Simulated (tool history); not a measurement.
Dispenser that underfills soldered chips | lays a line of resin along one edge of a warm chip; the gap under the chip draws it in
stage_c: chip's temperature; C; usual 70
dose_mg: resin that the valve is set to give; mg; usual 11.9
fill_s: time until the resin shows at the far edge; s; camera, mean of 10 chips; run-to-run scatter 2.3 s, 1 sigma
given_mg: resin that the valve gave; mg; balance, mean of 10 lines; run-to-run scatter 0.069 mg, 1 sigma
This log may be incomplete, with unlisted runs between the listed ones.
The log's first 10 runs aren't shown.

| run | day | stage_c | dose_mg | hours of work since the syringe was changed | hours of work since the valve was cleaned | hours of work since the stage was calibrated | fill_s | given_mg |
|---|---|---|---|---|---|---|---|---|
|  | 4.171 | new syringe of resin |
|  | 4.529 | new syringe of resin |
| 11 | 4.696 | 70 | 11.9 | 3 | 23 | 484 | 256.2 | 11.76 |
|  | 4.896 | new syringe of resin |
| 12 | 5.067 | 70 | 11.9 | 3 | 30 | 491 | 253.0 | 11.61 |
|  | 5.271 | new syringe of resin |
| 13 | 5.575 | 70 | 11.9 | 6 | 39 | 500 | 309.3 | 11.44 |
|  | 5.633 | new syringe of resin |
|  | 6.008 | new syringe of resin |
| 14 | 6.012 | 70 | 11.9 | 0 | 46 | 508 | 202.0 | 11.51 |
|  | 6.367 | new syringe of resin |
| 15 | 6.508 | 64 | 11.9 | 3 | 55 | 517 | 319.8 | 11.43 |
|  | 6.721 | new syringe of resin |
| 16 | 6.929 | 64 | 11.9 | 4 | 63 | 524 | 345.6 | 11.41 |
|  | 7.062 | new syringe of resin |
|  | 7.421 | new syringe of resin |
| 17 | 7.504 | 64 | 11.9 | 2 | 73 | 534 | 296.7 | 11.15 |
|  | 7.775 | new syringe of resin |
| 18 | 7.933 | 63 | 10.5 | 3 | 81 | 542 | 360.9 | 9.69 |
|  | 8.112 | new syringe of resin |
| 19 | 8.183 | 56 | 15.1 | 1 | 85 | 547 | 407.6 | 14.04 |
|  | 8.388 | dispensing valve cleaned and set on the balance |
|  | 8.504 | new syringe of resin |
| 20 | 8.650 | 58 | 13.7 | 3 | 5 | 554 | 419.7 | 13.72 |
|  | 8.862 | new syringe of resin |
| 21 | 9.125 | 58 | 13.7 | 5 | 13 | 563 | 489.5 | 13.52 |
|  | 9.208 | new syringe of resin |
| 22 | 9.442 | 70 | 10.4 | 4 | 19 | 568 | 291.9 | 10.26 |
|  | 9.588 | new syringe of resin |
|  | 9.954 | new syringe of resin |
| 23 | 9.975 | 70 | 10.4 | 0 | 28 | 578 | 211.0 | 10.16 |
|  | 10.300 | new syringe of resin |
| 24 | 10.471 | 70 | 10.4 | 3 | 37 | 587 | 260.1 | 10.12 |
|  | 10.646 | new syringe of resin |
| 25 | 10.754 | 79 | 10.3 | 2 | 42 | 592 | 159.6 | 9.99 |
|  | 11.000 | new syringe of resin |
| 26 | 11.154 | 79 | 10.3 | 3 | 49 | 599 | 172.5 | 9.85 |
|  | 11.229 | stage's temperature calibrated |
|  | 11.396 | new syringe of resin |
| 27 | 11.712 | 75 | 10.9 | 6 | 59 | 9 | 298.0 | 10.23 |
|  | 11.762 | new syringe of resin |
|  | 12.100 | new syringe of resin |
| 28 | 12.208 | 77 | 13.6 | 2 | 68 | 17 | 195.7 | 12.90 |
|  | 12.450 | new syringe of resin |
| 29 | 12.500 | 75 | 10.1 | 1 | 73 | 23 | 214.3 | 9.55 |
|  | 12.833 | new syringe of resin |
| 30 | 12.967 | 84 | 10.5 | 3 | 81 | 31 | 159.6 | 9.66 |
|  | 13.192 | new syringe of resin |
|  | 13.421 | dispensing valve cleaned and set on the balance |
| 31 | 13.550 | 84 | 10.5 | 6 | 2 | 41 | 200.6 | 10.41 |
|  | 13.617 | new syringe of resin |
| 32 | 13.938 | 58 | 11.4 | 6 | 9 | 48 | 652.1 | 11.22 |
|  | 14.004 | new syringe of resin |
| 33 | 14.200 | 72 | 14.1 | 4 | 14 | 52 | 272.0 | 13.77 |

Run 34 is up next; what results do you expect?
|  | 14.358 | new syringe of resin |
| 34 | 14.608 | 72 | 14.1 | 5 | 21 | 60 | ? | ? |

Run 34 gave fill_s 286.4 s, given_mg 13.85 mg.
Take away the tool's hidden state, keep the run-to-run variation as it was, and the same run would have given fill_s 205.6 s, given_mg 14.13 mg.
